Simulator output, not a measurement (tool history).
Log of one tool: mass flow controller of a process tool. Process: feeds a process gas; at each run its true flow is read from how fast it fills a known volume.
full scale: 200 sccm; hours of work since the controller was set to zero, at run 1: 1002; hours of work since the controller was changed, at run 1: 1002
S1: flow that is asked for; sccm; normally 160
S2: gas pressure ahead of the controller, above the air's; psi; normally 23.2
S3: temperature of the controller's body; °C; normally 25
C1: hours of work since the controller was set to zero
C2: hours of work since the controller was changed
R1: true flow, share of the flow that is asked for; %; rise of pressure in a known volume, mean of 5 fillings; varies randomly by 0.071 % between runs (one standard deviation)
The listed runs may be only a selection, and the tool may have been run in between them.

run 1 hour=0 | S1=160 S2=23.2 S3=25 | C1=1002 C2=1002 | R1=99.46
run 2 hour=202.5 | S1=59 S2=23.2 S3=25 | C1=1067 C2=1067 | R1=97.98
run 3 hour=386.7 | S1=59 S2=23.2 S3=25 | C1=1127 C2=1127 | R1=98.17
run 4 hour=492.6 | S1=59 S2=23.2 S3=25 | C1=1161 C2=1161 | R1=98.25
run 5 hour=626 | S1=59 S2=23.2 S3=25 | C1=1204 C2=1204 | R1=98.46
run 6 hour=773.4 | S1=59 S2=23.2 S3=32 | C1=1251 C2=1251 | R1=99.24
run 7 hour=869.3 | S1=160 S2=25.2 S3=25 | C1=1282 C2=1282 | R1=100.09
run 8 hour=1042.7 | S1=160 S2=25.2 S3=25 | C1=1338 C2=1338 | R1=100.15
run 9 hour=1152.8 | S1=160 S2=25.2 S3=25 | C1=1373 C2=1373 | R1=100.09
run 10 hour=1281.2 | S1=160 S2=25.2 S3=25 | C1=1414 C2=1414 | R1=100.35
run 11 hour=1395.4 | S1=160 S2=23.2 S3=25 | C1=1451 C2=1451 | R1=100.47
run 12 hour=1496.4 | S1=160 S2=23.2 S3=25 | C1=1484 C2=1484 | R1=100.5
run 13 hour=1663 | S1=160 S2=23.2 S3=40 | C1=1537 C2=1537 | R1=102.43
run 14 hour=1756.1 | S1=160 S2=23.2 S3=40 | C1=1567 C2=1567 | R1=102.49
run 15 hour=1877.4 | S1=160 S2=28.3 S3=26 | C1=1606 C2=1606 | R1=100.85
run 16 hour=2024.4 | S1=159 S2=23.2 S3=25 | C1=1654 C2=1654 | R1=100.86
run 17 hour=2176.1 | S1=159 S2=23.2 S3=25 | C1=1702 C2=1702 | R1=100.97
run 18 hour=2266.7 | S1=38 S2=23.2 S3=35 | C1=1732 C2=1732 | R1=100.24
run 19 hour=2348.7 | S1=38 S2=23.2 S3=35 | C1=1758 C2=1758 | R1=100.34
run 20 hour=2475.7 | S1=35 S2=23.2 S3=25 | C1=1799 C2=1799 | R1=99.18
run 21 hour=2564.3 | S1=35 S2=23.2 S3=25 | C1=1827 C2=1827 | R1=99.11
run 22 hour=2711 | S1=160 S2=27.7 S3=24 | C1=1874 C2=1874 | R1=101.22
-- hour=2726.8 gauge calibrated
run 23 hour=2799 | S1=75 S2=22.3 S3=39 | C1=1903 C2=1903 | R1=99.83
run 24 hour=2928.7 | S1=160 S2=23.2 S3=32 | C1=1945 C2=1945 | R1=100.24
run 25 hour=3044.6 | S1=160 S2=22.9 S3=27 | C1=1982 C2=1982 | R1=100
run 26 hour=3204.2 | S1=74 S2=23.2 S3=37 | C1=2033 C2=2033 | R1=99.9

Each row is a separate what-if for the run after 26, all from the same tool condition, not one after another. Results?
run A hour=3339.2 | S1=123 S2=38.3 S3=37 | C1=2077 C2=2077 | R1=?
run B hour=3339.2 | S1=21 S2=37.6 S3=33 | C1=2077 C2=2077 | R1=?
run C hour=3339.2 | S1=93 S2=29.9 S3=25 | C1=2077 C2=2077 | R1=?
run D hour=3339.2 | S1=56 S2=24.4 S3=29 | C1=2077 C2=2077 | R1=?
run E hour=3339.2 | S1=91 S2=37 S3=25 | C1=2077 C2=2077 | R1=?

run=A R1=100.44
run=B R1=98.4
run=C R1=98.7
run=D R1=98.64
run=E R1=98.46
Without the tool's hidden state the same runs would have given:
run=A R1=100
run=B R1=97.98
run=C R1=98.27
run=D R1=98.21
run=E R1=98.03
